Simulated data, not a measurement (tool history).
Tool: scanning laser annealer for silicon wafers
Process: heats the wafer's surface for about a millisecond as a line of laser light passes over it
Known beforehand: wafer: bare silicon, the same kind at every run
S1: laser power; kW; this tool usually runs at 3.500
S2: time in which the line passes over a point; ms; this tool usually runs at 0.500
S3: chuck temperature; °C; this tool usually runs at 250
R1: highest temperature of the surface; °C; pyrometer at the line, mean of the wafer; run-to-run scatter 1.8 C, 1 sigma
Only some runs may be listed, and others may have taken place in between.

| run | hour | S1 | S2 | S3 | R1 |
|---|---|---|---|---|---|
| 1 | 0.0 | 3.500 | 0.500 | 250 | 956 |
| 2 | 33.6 | 3.500 | 0.500 | 250 | 956 |
| 3 | 72.2 | 3.500 | 0.500 | 250 | 955 |
| 4 | 122.0 | 3.500 | 0.500 | 250 | 953 |
| 5 | 150.8 | 3.500 | 0.500 | 250 | 955 |
| 6 | 190.2 | 3.500 | 0.500 | 250 | 953 |
| 7 | 212.5 | 3.500 | 0.500 | 249 | 949 |
| 8 | 236.5 | 3.500 | 0.500 | 250 | 948 |
| 9 | 263.4 | 3.248 | 0.500 | 276 | 911 |
| 10 | 292.6 | 3.248 | 0.500 | 276 | 909 |
| 11 | 321.8 | 3.248 | 0.500 | 276 | 905 |
| 12 | 342.3 | 3.248 | 0.500 | 276 | 903 |
| 13 | 374.5 | 3.794 | 0.531 | 252 | 1052 |
| 14 | 422.3 | 3.241 | 0.531 | 252 | 898 |
| 15 | 472.7 | 3.241 | 0.531 | 252 | 896 |
| 16 | 496.0 | 3.680 | 0.531 | 259 | 1020 |

3 ways to go on from here, each from the tool as it stands after run 16. What would each give?
| A | 520.6 | 3.500 | 0.360 | 276 | ? |
| B | 520.6 | 3.775 | 0.531 | 259 | ? |
| C | 520.6 | 3.547 | 0.587 | 250 | ? |

| run | R1 |
|---|---|
| A | 862 |
| B | 1053 |
| C | 1009 |
Take away the tool's hidden state, keep each run's random variation, and the runs would have read:
| run | R1 |
|---|---|
| A | 885 |
| B | 1085 |
| C | 1039 |
